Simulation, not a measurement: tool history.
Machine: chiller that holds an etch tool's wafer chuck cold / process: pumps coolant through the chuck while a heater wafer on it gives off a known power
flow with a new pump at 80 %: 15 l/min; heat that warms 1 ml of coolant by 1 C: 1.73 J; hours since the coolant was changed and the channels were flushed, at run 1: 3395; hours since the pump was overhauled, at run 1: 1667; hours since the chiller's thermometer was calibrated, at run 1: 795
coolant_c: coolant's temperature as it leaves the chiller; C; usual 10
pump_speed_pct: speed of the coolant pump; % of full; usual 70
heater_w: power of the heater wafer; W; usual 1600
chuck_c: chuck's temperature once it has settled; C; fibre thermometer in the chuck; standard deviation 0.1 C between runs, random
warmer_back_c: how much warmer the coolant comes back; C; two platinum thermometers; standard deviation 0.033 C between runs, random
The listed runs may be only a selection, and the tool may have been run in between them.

| run | day | coolant_c | pump_speed_pct | heater_w | hours since the coolant was changed and the channels were flushed | hours since the pump was overhauled | hours since the chiller's thermometer was calibrated | chuck_c | warmer_back_c |
|---|---|---|---|---|---|---|---|---|---|
| 1 | 0 | 10 | 70 | 1600 | 3395 | 1667 | 795 | 21.2 | 4.22 |
| 2 | 4.896 | 10 | 70 | 1600 | 3513 | 1784 | 912 | 21 | 4.31 |
| 3 | 9.95 | 10 | 70 | 1600 | 3634 | 1906 | 1034 | 21.1 | 4.28 |
| 4 | 15.321 | 10 | 70 | 1600 | 3763 | 2035 | 1163 | 21 | 4.36 |
| 5 | 19.054 | 10 | 70 | 1600 | 3852 | 2124 | 1252 | 21 | 4.32 |
| 6 | 23.383 | 10 | 70 | 1600 | 3956 | 2228 | 1356 | 21.1 | 4.3 |
| 7 | 28.258 | 10 | 70 | 1600 | 4073 | 2345 | 1473 | 21.1 | 4.37 |
| 8 | 31.442 | 10 | 78 | 1600 | 4150 | 2422 | 1550 | 20.4 | 3.96 |
| 9 | 36.6 | 10 | 78 | 1600 | 4273 | 2545 | 1673 | 20.4 | 3.96 |
| 10 | 40.188 | 10 | 78 | 1600 | 4360 | 2631 | 1759 | 20.5 | 4.02 |
| 11 | 43.712 | 8 | 70 | 1600 | 4444 | 2716 | 1844 | 19.1 | 4.4 |
| 12 | 47.825 | 8 | 70 | 1600 | 4543 | 2815 | 1943 | 19.1 | 4.45 |
| 13 | 53.092 | 8 | 70 | 1600 | 4669 | 2941 | 2069 | 18.8 | 4.44 |
|  | 54.358 | gauge calibrated |
|  | 56.375 | chiller's thermometer calibrated |
| 14 | 57.35 | 10 | 65 | 1600 | 4770 | 3042 | 23 | 21.6 | 4.54 |
| 15 | 59.658 | 10 | 65 | 1600 | 4826 | 3098 | 79 | 21.7 | 4.5 |
| 16 | 61.917 | 16 | 70 | 1147 | 4880 | 3152 | 133 | 24 | 3.04 |
| 17 | 66.104 | 8 | 94 | 1600 | 4981 | 3252 | 234 | 17.2 | 3.28 |
| 18 | 70.462 | 10 | 82 | 1600 | 5085 | 3357 | 338 | 20 | 3.64 |
| 19 | 75.558 | 10 | 82 | 1600 | 5208 | 3479 | 460 | 20.1 | 3.71 |
| 20 | 79.879 | 13 | 89 | 2390 | 5311 | 3583 | 564 | 27.3 | 5.1 |
| 21 | 82.112 | 13 | 89 | 2390 | 5365 | 3637 | 618 | 27.4 | 5.15 |
| 22 | 87.258 | 17 | 89 | 1254 | 5488 | 3760 | 741 | 24.6 | 2.76 |
| 23 | 90.371 | 17 | 89 | 1254 | 5563 | 3835 | 816 | 24.7 | 2.79 |
| 24 | 92.738 | 17 | 89 | 1254 | 5620 | 3892 | 873 | 24.6 | 2.79 |
| 25 | 98.083 | 14 | 89 | 1254 | 5748 | 4020 | 1001 | 21.5 | 2.83 |
|  | 101.3 | gauge calibrated |
| 26 | 103.4 | 10 | 70 | 1737 | 5876 | 4148 | 1129 | 22.2 | 4.61 |
| 27 | 108.138 | 3 | 63 | 1349 | 5989 | 4261 | 1242 | 13 | 4 |

Alternative continuations, all from the tool just after run 27; predict every row:
| A | 110.754 | 19 | 79 | 1018 | 6052 | 4324 | 1305 | ? | ? |
| B | 110.754 | 3 | 63 | 1296 | 6052 | 4324 | 1305 | ? | ? |
| C | 110.754 | 2 | 87 | 1044 | 6052 | 4324 | 1305 | ? | ? |

| run | chuck_c | warmer_back_c |
|---|---|---|
| A | 25.6 | 2.41 |
| B | 12.7 | 3.88 |
| C | 8.2 | 2.29 |
The same runs, with their run-to-run variation unchanged, on a tool lacking any hidden condition would have given:
| run | chuck_c | warmer_back_c |
|---|---|---|
| A | 25.5 | 2.36 |
| B | 12.7 | 3.84 |
| C | 8.2 | 2.24 |
